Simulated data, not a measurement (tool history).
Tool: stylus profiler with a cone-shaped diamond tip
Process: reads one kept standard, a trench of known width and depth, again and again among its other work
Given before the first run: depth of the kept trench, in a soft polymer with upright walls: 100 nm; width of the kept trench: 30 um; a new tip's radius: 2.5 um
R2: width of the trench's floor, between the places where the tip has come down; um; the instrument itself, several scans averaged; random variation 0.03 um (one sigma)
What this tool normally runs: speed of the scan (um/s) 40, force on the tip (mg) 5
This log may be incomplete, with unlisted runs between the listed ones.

Run 1, day 0: usual settings. Result: depth of the trench (nm) 101.41, R2 28.06 um.
Run 2, day 0.575: usual settings. Result: depth of the trench (nm) 101.38, R2 27.99 um.
Run 3, day 1.679: usual settings but force on the tip (mg) 1.88. Result: depth of the trench (nm) 100.88, R2 27.95 um.
Run 4, day 2.371: usual settings but force on the tip (mg) 2.13. Result: depth of the trench (nm) 100.88, R2 27.95 um.
Run 5, day 3.075: usual settings. Result: depth of the trench (nm) 101.37, R2 28.02 um.
Run 6, day 3.975: usual settings. Result: depth of the trench (nm) 101.42, R2 27.98 um.
Run 7, day 4.775: usual settings. Result: depth of the trench (nm) 101.36, R2 28.01 um.
Run 8, day 5.954: usual settings but speed of the scan (um/s) 122. Result: depth of the trench (nm) 101.52, R2 27.75 um.
Run 9, day 7.042: usual settings but speed of the scan (um/s) 122, force on the tip (mg) 3.74. Result: depth of the trench (nm) 101.11, R2 27.69 um.
Run 10, day 8.017: usual settings but speed of the scan (um/s) 122, force on the tip (mg) 3.74. Result: depth of the trench (nm) 101.16, R2 27.71 um.
Run 11, day 9.079: usual settings but speed of the scan (um/s) 122, force on the tip (mg) 3.74. Result: depth of the trench (nm) 101.18, R2 27.72 um.
Run 12, day 10.142: usual settings but speed of the scan (um/s) 67. Result: depth of the trench (nm) 101.45, R2 27.9 um.
Run 13, day 10.675: usual settings but speed of the scan (um/s) 24. Result: depth of the trench (nm) 101.45, R2 27.93 um.
Run 14, day 11.629: usual settings but speed of the scan (um/s) 24, force on the tip (mg) 14.18. Result: depth of the trench (nm) 102.61, R2 28.04 um.
Run 15, day 12.721: usual settings. Result: depth of the trench (nm) 101.4, R2 27.91 um.
Run 16, day 13.567: usual settings. Result: depth of the trench (nm) 101.44, R2 27.86 um.
At day 13.7: height scale calibrated on a step standard.
Run 17, day 14.396: usual settings. Result: depth of the trench (nm) 101.43, R2 27.87 um.
Run 18, day 15.462: usual settings. Result: depth of the trench (nm) 101.53, R2 27.91 um.
Run 19, day 16.575: usual settings. Result: depth of the trench (nm) 101.48, R2 27.94 um.
Run 20, day 17.304: usual settings. Result: depth of the trench (nm) 101.55, R2 27.83 um.
Run 21, day 18.333: usual settings. Result: depth of the trench (nm) 101.56, R2 27.88 um.
At day 19.35: height scale calibrated on a step standard, once more.
Run 22, day 19.542: usual settings. Result: depth of the trench (nm) 101.19, R2 27.88 um.
Run 23, day 20.379: usual settings. Result: depth of the trench (nm) 101.22, R2 27.84 um.
Run 24, day 20.908: usual settings but speed of the scan (um/s) 12, force on the tip (mg) 2.18. Result: depth of the trench (nm) 100.78, R2 27.84 um.
Run 25, day 21.721: usual settings but speed of the scan (um/s) 64, force on the tip (mg) 5.94. Result: depth of the trench (nm) 101.44, R2 27.72 um.
Run 26, day 22.296: usual settings but speed of the scan (um/s) 64, force on the tip (mg) 5.94. Result: depth of the trench (nm) 101.48, R2 27.77 um.
Run 27, day 23.25: usual settings but speed of the scan (um/s) 64, force on the tip (mg) 7.25. Result: depth of the trench (nm) 101.6, R2 27.75 um.
Run 28, day 24.171: usual settings but speed of the scan (um/s) 119, force on the tip (mg) 3.22. Result: depth of the trench (nm) 100.96, R2 27.49 um.
Run 29, day 24.996: usual settings but speed of the scan (um/s) 119, force on the tip (mg) 3.22. Result: depth of the trench (nm) 100.95, R2 27.51 um.
At day 25.554: new tip fitted, height scale calibrated.
Run 30, day 26.138: usual settings but speed of the scan (um/s) 66, force on the tip (mg) 11.6. Result: depth of the trench (nm) 102.31, R2 28.45 um.
Run 31, day 27.188: usual settings but speed of the scan (um/s) 66, force on the tip (mg) 11.6. Result: depth of the trench (nm) 102.27, R2 28.46 um.
Run 32, day 28.004: usual settings but speed of the scan (um/s) 66, force on the tip (mg) 11.6. Result: depth of the trench (nm) 102.23, R2 28.45 um.
Run 33, day 28.912: usual settings but speed of the scan (um/s) 123, force on the tip (mg) 11.54. Result: depth of the trench (nm) 102.22, R2 28.3 um.
Run 34, day 29.942: usual settings but speed of the scan (um/s) 60, force on the tip (mg) 2.81. Result: depth of the trench (nm) 100.93, R2 28.36 um.
Run 35, day 30.783: usual settings but speed of the scan (um/s) 12, force on the tip (mg) 2.85. Result: depth of the trench (nm) 100.9, R2 28.48 um.
Run 36, day 31.738: usual settings but speed of the scan (um/s) 31, force on the tip (mg) 11.42. Result: depth of the trench (nm) 102.26, R2 28.47 um.
Run 37, day 32.429: usual settings but speed of the scan (um/s) 31, force on the tip (mg) 11.42. Result: depth of the trench (nm) 102.29, R2 28.44 um.
Run 38, day 33.454: usual settings but speed of the scan (um/s) 31, force on the tip (mg) 11.42. Result: depth of the trench (nm) 102.22, R2 28.36 um.
Run 39, day 34.642: usual settings but speed of the scan (um/s) 114, force on the tip (mg) 7.76. Result: depth of the trench (nm) 101.71, R2 28.23 um.
Run 40, day 35.55: usual settings but speed of the scan (um/s) 15, force on the tip (mg) 2.42. Result: depth of the trench (nm) 100.87, R2 28.4 um.
Run 41, day 36.629: usual settings but speed of the scan (um/s) 75, force on the tip (mg) 10.75. Result: depth of the trench (nm) 102.18, R2 28.24 um.
Run 42, day 37.758: usual settings but speed of the scan (um/s) 23, force on the tip (mg) 14.72. Result: depth of the trench (nm) 102.67, R2 28.37 um.
Run 43, day 38.279: usual settings but speed of the scan (um/s) 23, force on the tip (mg) 14.72. Result: depth of the trench (nm) 102.66, R2 28.4 um.
Run 44, day 39.008: usual settings but speed of the scan (um/s) 32, force on the tip (mg) 3.35. Result: depth of the trench (nm) 101.08, R2 28.25 um.
Run 45, day 39.579: usual settings but speed of the scan (um/s) 12, force on the tip (mg) 8.35. Result: depth of the trench (nm) 101.91, R2 28.37 um.
Run 46, day 40.133: usual settings but speed of the scan (um/s) 24, force on the tip (mg) 4.26. Result: depth of the trench (nm) 101.2, R2 28.35 um.

Forecast each of these 4 alternatives for the next run:
Run A, day 41.238: usual settings but speed of the scan (um/s) 142, force on the tip (mg) 6.76. Result: depth of the trench (nm) ?, R2 ?.
Run B, day 41.238: usual settings but speed of the scan (um/s) 38, force on the tip (mg) 4.26. Result: depth of the trench (nm) ?, R2 ?.
Run C, day 41.238: usual settings but speed of the scan (um/s) 13, force on the tip (mg) 3.9. Result: depth of the trench (nm) ?, R2 ?.
Run D, day 41.238: usual settings but speed of the scan (um/s) 32, force on the tip (mg) 6.35. Result: depth of the trench (nm) ?, R2 ?.

run  depth of the trench (nm)     R2
  A                     101.6   28.1
  B                    101.25  28.23
  C                    101.17  28.34
  D                    101.63  28.25
With no hidden state in the tool, these same runs would have given:
run  depth of the trench (nm)     R2
  A                    101.46  28.34
  B                     101.1  28.46
  C                    101.02  28.58
  D                    101.49  28.49
